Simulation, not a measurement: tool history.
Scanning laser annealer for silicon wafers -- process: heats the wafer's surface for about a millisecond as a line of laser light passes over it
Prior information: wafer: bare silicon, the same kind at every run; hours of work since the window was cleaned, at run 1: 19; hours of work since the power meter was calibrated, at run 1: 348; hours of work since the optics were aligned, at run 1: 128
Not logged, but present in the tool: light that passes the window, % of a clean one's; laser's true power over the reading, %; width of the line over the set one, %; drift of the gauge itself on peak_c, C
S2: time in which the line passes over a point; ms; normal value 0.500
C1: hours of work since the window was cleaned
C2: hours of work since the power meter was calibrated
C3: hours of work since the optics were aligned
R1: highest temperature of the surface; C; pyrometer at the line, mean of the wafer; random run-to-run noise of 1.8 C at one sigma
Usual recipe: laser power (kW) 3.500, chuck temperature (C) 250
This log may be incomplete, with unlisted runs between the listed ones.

run 1 day=0.000 | laser_power_(kW)=3.500 S2=0.500 chuck_temperature_(C)=250 | C1=19 C2=348 C3=128 | R1=1022
run 2 day=0.392 | laser_power_(kW)=3.500 S2=0.500 chuck_temperature_(C)=250 | C1=27 C2=356 C3=135 | R1=1018
run 3 day=1.004 | laser_power_(kW)=3.500 S2=0.500 chuck_temperature_(C)=250 | C1=38 C2=367 C3=147 | R1=1015
run 4 day=1.400 | laser_power_(kW)=3.500 S2=0.500 chuck_temperature_(C)=250 | C1=46 C2=375 C3=154 | R1=1019
run 5 day=1.875 | laser_power_(kW)=3.500 S2=0.500 chuck_temperature_(C)=250 | C1=55 C2=384 C3=163 | R1=1016
run 6 day=2.342 | laser_power_(kW)=3.500 S2=0.500 chuck_temperature_(C)=250 | C1=64 C2=392 C3=172 | R1=1023
run 7 day=2.654 | laser_power_(kW)=3.436 S2=0.500 chuck_temperature_(C)=250 | C1=70 C2=398 C3=178 | R1=997
run 8 day=3.033 | laser_power_(kW)=3.436 S2=0.500 chuck_temperature_(C)=250 | C1=77 C2=405 C3=185 | R1=998
run 9 day=3.675 | laser_power_(kW)=3.436 S2=0.500 chuck_temperature_(C)=250 | C1=89 C2=417 C3=197 | R1=996
run 10 day=4.208 | laser_power_(kW)=3.436 S2=0.500 chuck_temperature_(C)=250 | C1=99 C2=428 C3=207 | R1=1000
run 11 day=4.846 | laser_power_(kW)=3.436 S2=0.500 chuck_temperature_(C)=250 | C1=111 C2=440 C3=219 | R1=996
run 12 day=5.125 | laser_power_(kW)=3.436 S2=0.500 chuck_temperature_(C)=250 | C1=116 C2=445 C3=225 | R1=995
run 13 day=5.654 | laser_power_(kW)=3.436 S2=0.500 chuck_temperature_(C)=223 | C1=126 C2=455 C3=235 | R1=970
run 14 day=6.133 | laser_power_(kW)=3.738 S2=0.500 chuck_temperature_(C)=243 | C1=135 C2=464 C3=244 | R1=1063
run 15 day=6.500 | laser_power_(kW)=3.738 S2=0.500 chuck_temperature_(C)=243 | C1=142 C2=471 C3=251 | R1=1064
run 16 day=7.017 | laser_power_(kW)=3.738 S2=0.500 chuck_temperature_(C)=243 | C1=152 C2=481 C3=260 | R1=1065
run 17 day=7.692 | laser_power_(kW)=3.500 S2=0.389 chuck_temperature_(C)=226 | C1=165 C2=493 C3=273 | R1=894
run 18 day=8.338 | laser_power_(kW)=3.198 S2=0.384 chuck_temperature_(C)=246 | C1=177 C2=505 C3=285 | R1=845
run 19 day=8.950 | laser_power_(kW)=3.656 S2=0.359 chuck_temperature_(C)=267 | C1=188 C2=517 C3=297 | R1=940
run 20 day=9.550 | laser_power_(kW)=3.656 S2=0.365 chuck_temperature_(C)=281 | C1=200 C2=528 C3=308 | R1=958
run 21 day=9.929 | laser_power_(kW)=3.116 S2=0.511 chuck_temperature_(C)=250 | C1=207 C2=535 C3=315 | R1=917
run 22 day=10.312 | laser_power_(kW)=3.500 S2=0.466 chuck_temperature_(C)=253 | C1=214 C2=543 C3=323 | R1=981

How would selected steps in R1 from run to run divide? Give the signed amount a tool lacking its hidden state would still show from settings, what came in and random variation, and the signed amount left for the hidden state, including any gauge scatter that is not in both of the compared results.
Run 16 -> 17: laser power (kW) 3.738 -> 3.500, S2 0.500 -> 0.389, chuck temperature (C) 243 -> 226. R1 -171 C: hidden state +2, all else -173.
Run 18 -> 19: laser power (kW) 3.198 -> 3.656, S2 0.384 -> 0.359, chuck temperature (C) 246 -> 267. R1 +95 C: hidden state -1, all else +96.
Run 19 -> 20: S2 0.359 -> 0.365, chuck temperature (C) 267 -> 281. R1 +18 C: hidden state -2, all else +20.
